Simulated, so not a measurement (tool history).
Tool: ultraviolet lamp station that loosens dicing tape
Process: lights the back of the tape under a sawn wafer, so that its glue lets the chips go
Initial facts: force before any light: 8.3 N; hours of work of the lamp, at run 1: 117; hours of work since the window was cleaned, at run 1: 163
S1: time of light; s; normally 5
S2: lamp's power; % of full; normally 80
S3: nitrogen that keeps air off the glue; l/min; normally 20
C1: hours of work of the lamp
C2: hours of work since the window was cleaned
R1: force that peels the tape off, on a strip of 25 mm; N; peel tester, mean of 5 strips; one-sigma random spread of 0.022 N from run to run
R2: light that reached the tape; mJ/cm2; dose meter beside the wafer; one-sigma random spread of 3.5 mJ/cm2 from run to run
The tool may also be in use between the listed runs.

{"run": 1, "hour": 0.0, "S1": 5, "S2": 80, "S3": 20, "C1": 117, "C2": 163, "R1": 1.216, "R2": 527}
{"run": 2, "hour": 4.1, "S1": 5, "S2": 80, "S3": 20, "C1": 119, "C2": 164, "R1": 1.167, "R2": 528}
{"run": 3, "hour": 9.5, "S1": 5, "S2": 80, "S3": 20, "C1": 121, "C2": 166, "R1": 1.184, "R2": 529}
{"run": 4, "hour": 19.1, "S1": 5, "S2": 80, "S3": 20, "C1": 125, "C2": 170, "R1": 1.231, "R2": 528}
{"run": 5, "hour": 28.3, "S1": 5, "S2": 80, "S3": 34, "C1": 129, "C2": 174, "R1": 0.923, "R2": 525}
{"run": 6, "hour": 34.3, "S1": 5, "S2": 87, "S3": 20, "C1": 132, "C2": 177, "R1": 1.043, "R2": 573}
{"run": 7, "hour": 42.7, "S1": 5, "S2": 87, "S3": 20, "C1": 135, "C2": 180, "R1": 1.052, "R2": 569}
{"run": 8, "hour": 52.1, "S1": 5, "S2": 87, "S3": 20, "C1": 139, "C2": 184, "R1": 1.088, "R2": 571}
{"run": 9, "hour": 59.8, "S1": 5, "S2": 87, "S3": 20, "C1": 142, "C2": 187, "R1": 1.052, "R2": 572}
{"run": 10, "hour": 67.8, "S1": 5, "S2": 70, "S3": 20, "C1": 145, "C2": 191, "R1": 1.542, "R2": 458}
{"run": 11, "hour": 72.4, "S1": 6, "S2": 80, "S3": 20, "C1": 147, "C2": 193, "R1": 0.858, "R2": 629}
{"run": 12, "hour": 81.4, "S1": 5, "S2": 65, "S3": 20, "C1": 151, "C2": 196, "R1": 1.751, "R2": 422}
{"run": 13, "hour": 89.2, "S1": 5, "S2": 80, "S3": 20, "C1": 154, "C2": 199, "R1": 1.241, "R2": 521}
{"run": 14, "hour": 94.4, "S1": 5, "S2": 83, "S3": 20, "C1": 156, "C2": 202, "R1": 1.123, "R2": 537}
{"run": 15, "hour": 101.8, "S1": 5, "S2": 81, "S3": 20, "C1": 159, "C2": 205, "R1": 1.194, "R2": 532}
{"run": 16, "hour": 108.1, "S1": 5, "S2": 81, "S3": 20, "C1": 162, "C2": 207, "R1": 1.214, "R2": 527}
{"run": 17, "hour": 115.5, "S1": 5, "S2": 80, "S3": 20, "C1": 165, "C2": 210, "R1": 1.212, "R2": 519}
{"run": 18, "hour": 125.1, "S1": 5, "S2": 80, "S3": 20, "C1": 169, "C2": 214, "R1": 1.24, "R2": 517}
{"run": 19, "hour": 131.1, "S1": 5, "S2": 80, "S3": 20, "C1": 172, "C2": 217, "R1": 1.263, "R2": 521}
{"run": 20, "hour": 137.5, "S1": 5, "S2": 80, "S3": 20, "C1": 174, "C2": 219, "R1": 1.234, "R2": 513}
{"run": 21, "hour": 146.6, "S1": 5, "S2": 80, "S3": 37, "C1": 178, "C2": 223, "R1": 0.938, "R2": 521}
{"run": 22, "hour": 156.0, "S1": 5, "S2": 80, "S3": 37, "C1": 182, "C2": 227, "R1": 0.919, "R2": 520}
{"run": 23, "hour": 163.4, "S1": 5, "S2": 65, "S3": 20, "C1": 185, "C2": 230, "R1": 1.76, "R2": 417}
{"run": 24, "hour": 173.0, "S1": 3, "S2": 87, "S3": 20, "C1": 189, "C2": 234, "R1": 2.422, "R2": 333}
{"run": 25, "hour": 180.6, "S1": 9, "S2": 80, "S3": 20, "C1": 192, "C2": 237, "R1": 0.408, "R2": 921}
{"run": 26, "hour": 189.8, "S1": 3, "S2": 63, "S3": 23, "C1": 196, "C2": 241, "R1": 3.222, "R2": 239}
{"run": 27, "hour": 198.4, "S1": 2, "S2": 95, "S3": 23, "C1": 199, "C2": 245, "R1": 3.131, "R2": 240}
{"run": 28, "hour": 206.9, "S1": 5, "S2": 65, "S3": 20, "C1": 203, "C2": 248, "R1": 1.792, "R2": 415}
{"run": 29, "hour": 211.4, "S1": 5, "S2": 63, "S3": 25, "C1": 205, "C2": 250, "R1": 1.622, "R2": 405}
{"run": 30, "hour": 215.7, "S1": 5, "S2": 63, "S3": 25, "C1": 207, "C2": 252, "R1": 1.724, "R2": 402}
{"run": 31, "hour": 223.9, "S1": 5, "S2": 63, "S3": 25, "C1": 210, "C2": 255, "R1": 1.677, "R2": 404}
{"run": 32, "hour": 233.3, "S1": 5, "S2": 63, "S3": 25, "C1": 214, "C2": 259, "R1": 1.636, "R2": 399}
{"run": 33, "hour": 242.1, "S1": 9, "S2": 74, "S3": 25, "C1": 218, "C2": 263, "R1": 0.415, "R2": 848}
{"run": 34, "hour": 250.1, "S1": 9, "S2": 89, "S3": 21, "C1": 221, "C2": 266, "R1": 0.328, "R2": 1017}
{"run": 35, "hour": 260.0, "S1": 3, "S2": 93, "S3": 14, "C1": 225, "C2": 270, "R1": 2.486, "R2": 351}
{"run": 36, "hour": 269.3, "S1": 6, "S2": 65, "S3": 27, "C1": 229, "C2": 274, "R1": 1.176, "R2": 494}
{"run": 37, "hour": 274.7, "S1": 6, "S2": 65, "S3": 27, "C1": 231, "C2": 276, "R1": 1.139, "R2": 493}
{"run": 38, "hour": 283.5, "S1": 5, "S2": 80, "S3": 15, "C1": 235, "C2": 280, "R1": 1.525, "R2": 498}
{"run": 39, "hour": 293.3, "S1": 7, "S2": 97, "S3": 30, "C1": 239, "C2": 284, "R1": 0.37, "R2": 860}
{"run": 40, "hour": 300.1, "S1": 7, "S2": 97, "S3": 30, "C1": 242, "C2": 287, "R1": 0.357, "R2": 854}
{"run": 41, "hour": 307.7, "S1": 7, "S2": 97, "S3": 30, "C1": 245, "C2": 290, "R1": 0.385, "R2": 849}

Consider 3 possible next runs. They are alternatives, not a sequence: every one starts from the tool as it was left by run 41. What does each give?
{"run": "A", "hour": 316.9, "S1": 5, "S2": 80, "S3": 12, "C1": 249, "C2": 294, "R1": "?", "R2": "?"}
{"run": "B", "hour": 316.9, "S1": 6, "S2": 80, "S3": 19, "C1": 249, "C2": 294, "R1": "?", "R2": "?"}
{"run": "C", "hour": 316.9, "S1": 7, "S2": 75, "S3": 10, "C1": 249, "C2": 294, "R1": "?", "R2": "?"}

run=A R1=1.782 R2=499
run=B R1=0.971 R2=603
run=C R1=1.26 R2=649
Stripped of hidden state, with their random variation kept, the same runs would have yielded:
run=A R1=1.456 R2=568
run=B R1=0.754 R2=686
run=C R1=0.997 R2=739

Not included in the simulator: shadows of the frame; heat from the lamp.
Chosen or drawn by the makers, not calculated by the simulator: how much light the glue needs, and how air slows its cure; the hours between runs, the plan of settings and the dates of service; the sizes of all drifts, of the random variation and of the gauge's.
